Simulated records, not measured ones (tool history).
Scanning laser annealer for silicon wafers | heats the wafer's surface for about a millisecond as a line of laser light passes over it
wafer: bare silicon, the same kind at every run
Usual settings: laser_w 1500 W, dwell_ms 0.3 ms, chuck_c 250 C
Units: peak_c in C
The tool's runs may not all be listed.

Run 1, day 0: usual settings. Result: peak_c 945 C.
At day 0.262: window over the wafer cleaned.
Run 2, day 0.462: usual settings. Result: peak_c 993 C.
Run 3, day 0.738: usual settings but chuck_c 249 C. Result: peak_c 994 C.
Run 4, day 1.183: usual settings but chuck_c 249 C. Result: peak_c 989 C.
Run 5, day 1.496: usual settings but chuck_c 249 C. Result: peak_c 987 C.
Run 6, day 1.95: usual settings but chuck_c 249 C. Result: peak_c 989 C.
Run 7, day 2.204: usual settings but chuck_c 249 C. Result: peak_c 990 C.
Run 8, day 2.767: usual settings. Result: peak_c 986 C.
Run 9, day 3.079: usual settings. Result: peak_c 991 C.
Run 10, day 3.533: usual settings but laser_w 1443 W. Result: peak_c 953 C.
Run 11, day 4.104: usual settings but laser_w 1443 W. Result: peak_c 952 C.
Run 12, day 4.621: usual settings but laser_w 1443 W. Result: peak_c 948 C.
Run 13, day 5.158: usual settings but laser_w 1443 W. Result: peak_c 949 C.
Run 14, day 5.471: usual settings but laser_w 1443 W. Result: peak_c 952 C.
Run 15, day 5.75: usual settings but laser_w 1443 W, chuck_c 279 C. Result: peak_c 980 C.
Run 16, day 6.05: usual settings but laser_w 1443 W, chuck_c 279 C. Result: peak_c 976 C.
Run 17, day 6.492: usual settings. Result: peak_c 980 C.
Run 18, day 6.742: usual settings but laser_w 1457 W. Result: peak_c 957 C.
Run 19, day 7.158: usual settings but laser_w 1457 W. Result: peak_c 954 C.
Run 20, day 7.6: usual settings but laser_w 1457 W. Result: peak_c 957 C.
Run 21, day 7.883: usual settings but chuck_c 283 C. Result: peak_c 1015 C.
Run 22, day 8.358: usual settings but chuck_c 283 C. Result: peak_c 1012 C.
Run 23, day 8.821: usual settings but laser_w 1452 W, dwell_ms 0.211 ms, chuck_c 219 C. Result: peak_c 814 C.
Run 24, day 9.342: usual settings but laser_w 1334 W, chuck_c 212 C. Result: peak_c 840 C.
Run 25, day 9.912: usual settings but laser_w 1334 W, chuck_c 212 C. Result: peak_c 839 C.
Run 26, day 10.383: usual settings but laser_w 1334 W, chuck_c 212 C. Result: peak_c 837 C.
At day 10.621: optics aligned, line set to its width.
Run 27, day 10.862: usual settings but laser_w 1334 W, chuck_c 212 C. Result: peak_c 836 C.
Run 28, day 11.329: usual settings but laser_w 1334 W, dwell_ms 0.266 ms, chuck_c 212 C. Result: peak_c 803 C.
Run 29, day 11.675: usual settings but laser_w 1522 W, dwell_ms 0.36 ms, chuck_c 230 C. Result: peak_c 1030 C.
Run 30, day 12.188: usual settings but laser_w 1522 W, dwell_ms 0.36 ms, chuck_c 230 C. Result: peak_c 1023 C.
Run 31, day 12.679: usual settings but laser_w 1363 W, dwell_ms 0.348 ms, chuck_c 213 C. Result: peak_c 895 C.
Run 32, day 13.004: usual settings but laser_w 1410 W, chuck_c 279 C. Result: peak_c 942 C.
At day 13.288: optics aligned, line set to its width, once more.
Run 33, day 13.683: usual settings but laser_w 1317 W, dwell_ms 0.24 ms, chuck_c 287 C. Result: peak_c 844 C.
Run 34, day 14.121: usual settings but laser_w 1317 W, dwell_ms 0.24 ms, chuck_c 287 C. Result: peak_c 843 C.
Run 35, day 14.404: usual settings but laser_w 1367 W, chuck_c 235 C. Result: peak_c 879 C.
Run 36, day 14.704: usual settings but laser_w 1367 W, chuck_c 235 C. Result: peak_c 879 C.
Run 37, day 15.062: usual settings but laser_w 1507 W, chuck_c 237 C. Result: peak_c 962 C.
Run 38, day 15.338: usual settings but laser_w 1285 W, dwell_ms 0.301 ms, chuck_c 233 C. Result: peak_c 829 C.
Run 39, day 15.842: usual settings but laser_w 1278 W, dwell_ms 0.251 ms, chuck_c 240 C. Result: peak_c 784 C.
Run 40, day 16.246: usual settings but laser_w 1641 W, dwell_ms 0.214 ms, chuck_c 242 C. Result: peak_c 927 C.
Run 41, day 16.75: usual settings but laser_w 1641 W, dwell_ms 0.214 ms, chuck_c 242 C. Result: peak_c 931 C.

4 ways to go on from here, each from the tool as it stands after run 41. What would each give?
Run A, day 17.038: usual settings but dwell_ms 0.287 ms, chuck_c 256 C. Result: peak_c ?.
Run B, day 17.038: usual settings but laser_w 1641 W, dwell_ms 0.267 ms, chuck_c 237 C. Result: peak_c ?.
Run C, day 17.038: usual settings but dwell_ms 0.258 ms. Result: peak_c ?.
Run D, day 17.038: usual settings but laser_w 1571 W, dwell_ms 0.305 ms, chuck_c 215 C. Result: peak_c ?.

run  peak_c
  A     958
  B     993
  C     919
  D     981
Without the tool's hidden state the same runs would have given:
run  peak_c
  A     985
  B    1023
  C     945
  D    1011

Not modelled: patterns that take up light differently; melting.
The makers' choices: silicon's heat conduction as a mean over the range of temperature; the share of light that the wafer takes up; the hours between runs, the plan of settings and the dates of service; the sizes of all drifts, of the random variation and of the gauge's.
